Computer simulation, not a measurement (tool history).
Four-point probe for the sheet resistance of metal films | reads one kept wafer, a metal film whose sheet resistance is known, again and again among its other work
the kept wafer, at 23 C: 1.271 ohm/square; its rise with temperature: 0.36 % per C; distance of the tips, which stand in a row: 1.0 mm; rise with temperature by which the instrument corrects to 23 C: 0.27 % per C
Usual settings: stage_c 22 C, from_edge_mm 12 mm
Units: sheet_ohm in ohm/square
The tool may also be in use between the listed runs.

| run | day | stage_c | from_edge_mm | sheet_ohm |
|---|---|---|---|---|
| 1 | 0 | 22 | 12 | 1.279051 |
| 2 | 1.629 | 22 | 12 | 1.278584 |
| 3 | 4.512 | 22 | 12 | 1.278223 |
| 4 | 6.133 | 22 | 5 | 1.300747 |
| 5 | 8.733 | 22 | 3 | 1.344959 |
| 6 | 11.017 | 22 | 3 | 1.34493 |
| 7 | 13.138 | 22 | 3 | 1.344879 |
| 8 | 15.904 | 22 | 3 | 1.34439 |
| 9 | 17.733 | 22 | 3 | 1.344403 |
| 10 | 20.088 | 22 | 7 | 1.286576 |
| 11 | 22.008 | 22 | 7 | 1.286564 |
| 12 | 24.938 | 22 | 7 | 1.286675 |
| 13 | 26.204 | 22 | 7 | 1.286241 |
|  | 28.217 | stage's thermometer calibrated |
| 14 | 28.446 | 22 | 7 | 1.288472 |
| 15 | 31.288 | 22 | 7 | 1.287956 |
| 16 | 33.342 | 22 | 7 | 1.288125 |
| 17 | 36.208 | 22 | 7 | 1.287863 |
| 18 | 38.412 | 22 | 7 | 1.28776 |
| 19 | 40.021 | 22 | 7 | 1.287748 |
| 20 | 42.592 | 22 | 12 | 1.278784 |
| 21 | 43.983 | 22 | 12 | 1.278012 |
| 22 | 46.379 | 31 | 12 | 1.287842 |
| 23 | 47.792 | 26 | 5 | 1.304288 |
| 24 | 49.029 | 26 | 6 | 1.296923 |
| 25 | 51.742 | 26 | 6 | 1.296419 |
| 26 | 53.733 | 26 | 4 | 1.319213 |
| 27 | 56.238 | 26 | 4 | 1.318825 |
| 28 | 58.608 | 26 | 4 | 1.318072 |
| 29 | 60.079 | 21 | 55 | 1.272119 |
| 30 | 62.008 | 27 | 7 | 1.292186 |
| 31 | 63.704 | 27 | 7 | 1.292236 |
| 32 | 64.983 | 35 | 3 | 1.358602 |
| 33 | 67.85 | 24 | 21 | 1.275876 |
| 34 | 69.071 | 24 | 21 | 1.27639 |
| 35 | 70.396 | 27 | 42 | 1.278415 |
| 36 | 73.267 | 33 | 14 | 1.287836 |
| 37 | 75.121 | 33 | 14 | 1.287309 |
| 38 | 78.054 | 20 | 68 | 1.269834 |
| 39 | 79.796 | 20 | 68 | 1.270025 |
| 40 | 81.496 | 20 | 68 | 1.269798 |
| 41 | 82.75 | 22 | 45 | 1.272453 |

Forecast each of these 3 alternatives for the next run:
| A | 84.304 | 18 | 12 | ? |
| B | 84.304 | 22 | 37 | ? |
| C | 84.304 | 24 | 10 | ? |

| run | sheet_ohm |
|---|---|
| A | 1.271916 |
| B | 1.272338 |
| C | 1.280796 |
Without the tool's hidden state the same runs would have given:
| run | sheet_ohm |
|---|---|
| A | 1.270184 |
| B | 1.270601 |
| C | 1.279047 |

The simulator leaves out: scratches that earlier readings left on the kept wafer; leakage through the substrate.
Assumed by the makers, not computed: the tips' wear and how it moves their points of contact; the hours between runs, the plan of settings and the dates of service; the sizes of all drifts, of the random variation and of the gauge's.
